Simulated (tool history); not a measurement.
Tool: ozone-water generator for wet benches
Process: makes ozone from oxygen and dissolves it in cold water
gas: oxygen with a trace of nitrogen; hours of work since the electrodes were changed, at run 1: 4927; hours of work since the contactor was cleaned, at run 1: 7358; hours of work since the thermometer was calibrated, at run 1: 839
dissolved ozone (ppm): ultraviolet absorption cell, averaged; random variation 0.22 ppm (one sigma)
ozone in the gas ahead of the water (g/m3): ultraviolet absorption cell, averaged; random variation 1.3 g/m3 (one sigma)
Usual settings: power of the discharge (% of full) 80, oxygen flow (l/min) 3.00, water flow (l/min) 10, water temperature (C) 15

run    hour  power of the discharge (% of full)  oxygen flow (l/min)  water flow (l/min)  water temperature (C)  hours of work since the electrodes were changed  hours of work since the contactor was cleaned  hours of work since the thermometer was calibrated  dissolved ozone (ppm)  ozone in the gas ahead of the water (g/m3)
  1     0.0                                  80                 3.00                  10                     15                                             4927                                           7358                                                 839                   28.8                                       228.9
  2   100.3                                  80                 3.00                  10                     15                                             5022                                           7453                                                 934                   28.7                                       227.7
  3   206.0                                  80                 3.00                  10                     15                                             5122                                           7553                                                1034                   28.7                                       230.4
  4   308.1                                  81                 3.00                  10                     15                                             5218                                           7650                                                1131                   29.1                                       229.0
  5   395.3                                  81                 3.00                  10                     15                                             5301                                           7732                                                1213                   28.9                                       229.9
  6   452.5                                  81                 3.00                  10                     15                                             5355                                           7786                                                1267                   28.9                                       231.2
  7   564.8                                  81                 3.00                  10                     10                                             5461                                           7892                                                1374                   30.6                                       229.9
  8   622.1                                  81                 3.00                  10                     10                                             5516                                           7947                                                1428                   30.8                                       229.8
  9   698.6                                  80                 3.00                  10                     15                                             5588                                           8019                                                1500                   28.2                                       225.9
 10   773.1                                  80                 3.00                  11                     15                                             5658                                           8090                                                1571                   26.1                                       224.8
 11   843.2                                  80                 3.00                  11                     15                                             5725                                           8156                                                1637                   25.9                                       225.0
 12   918.0                                  80                 3.00                  11                     15                                             5795                                           8227                                                1708                   26.3                                       226.9
 13  1054.7                                  80                 3.00                  11                     15                                             5925                                           8356                                                1837                   25.9                                       225.7
 14  1124.5                                  80                 3.00                  11                     15                                             5991                                           8422                                                1903                   25.6                                       224.2
 15  1224.7                                  80                 3.00                  14                     15                                             6086                                           8517                                                1998                   20.7                                       223.7
 16  1362.6                                  80                 4.56                  10                     15                                             6216                                           8647                                                2129                   28.2                                       184.9
 17  1446.7                                  80                 4.56                  10                     15                                             6296                                           8727                                                2208                   27.8                                       188.3
 18  1540.7                                  80                 4.56                  10                     15                                             6385                                           8816                                                2297                   28.3                                       185.6
 19  1663.6                                  62                 3.32                  10                     15                                             6501                                           8932                                                2413                   22.7                                       174.0
 20  1770.8                                  80                 3.16                  10                     20                                             6602                                           9034                                                2515                   25.5                                       217.3
 21  1835.0                                  52                 3.00                  11                     10                                             6663                                           9094                                                2576                   19.4                                       158.3
 22  1922.3                                  67                 4.41                  11                     10                                             6746                                           9177                                                2658                   24.5                                       164.3
 23  2023.2                                  67                 4.41                  11                     10                                             6841                                           9272                                                2754                   24.6                                       163.0
 24  2136.2                                  92                 4.41                   6                     10                                             6948                                           9379                                                2860                   46.8                                       208.1
 25  2241.9                                  92                 4.41                   6                     10                                             7048                                           9479                                                2960                   46.0                                       207.5
 26  2333.8                                  92                 4.41                   6                     10                                             7135                                           9566                                                3047                   46.6                                       207.5
     2379.5  -- contactor cleaned
 27  2424.3                                  86                 2.96                  13                      9                                             7217                                             42                                                3129                   27.5                                       238.8
 28  2543.3                                  80                 3.00                  10                     21                                             7329                                            155                                                3242                   27.1                                       221.5
 29  2661.2                                  95                 3.00                  10                     15                                             7441                                            267                                                3353                   34.1                                       252.0
 30  2719.5                                  42                 3.62                  10                     15                                             7496                                            322                                                3409                   18.4                                       123.3
 31  2775.7                                  70                 3.00                   8                     15                                             7549                                            375                                                3462                   30.9                                       198.4
 32  2845.4                                  70                 3.00                  14                     20                                             7615                                            441                                                3528                   19.1                                       198.6

5 ways to go on from here, each from the tool as it stands after run 32. What would each give?
  A  2916.9                                  43                 3.00                  15                     15                                             7683                                            508                                                3595                      ?                                           ?
  B  2916.9                                  70                 3.00                  14                     15                                             7683                                            508                                                3595                      ?                                           ?
  C  2916.9                                  70                 3.00                  14                      8                                             7683                                            508                                                3595                      ?                                           ?
  D  2916.9                                  70                 3.00                   6                     11                                             7683                                            508                                                3595                      ?                                           ?
  E  2916.9                                  63                 1.69                  12                     15                                             7683                                            508                                                3595                      ?                                           ?

run  dissolved ozone (ppm)  ozone in the gas ahead of the water (g/m3)
  A                   13.3                                       137.6
  B                   20.4                                       197.7
  C                   22.1                                       198.0
  D                   40.4                                       196.6
  E                   19.2                                       236.6
Without the tool's hidden state the same runs would have given:
run  dissolved ozone (ppm)  ozone in the gas ahead of the water (g/m3)
  A                   14.3                                       146.9
  B                   23.0                                       220.1
  C                   24.9                                       220.3
  D                   45.4                                       218.8
  E                   21.4                                       260.9
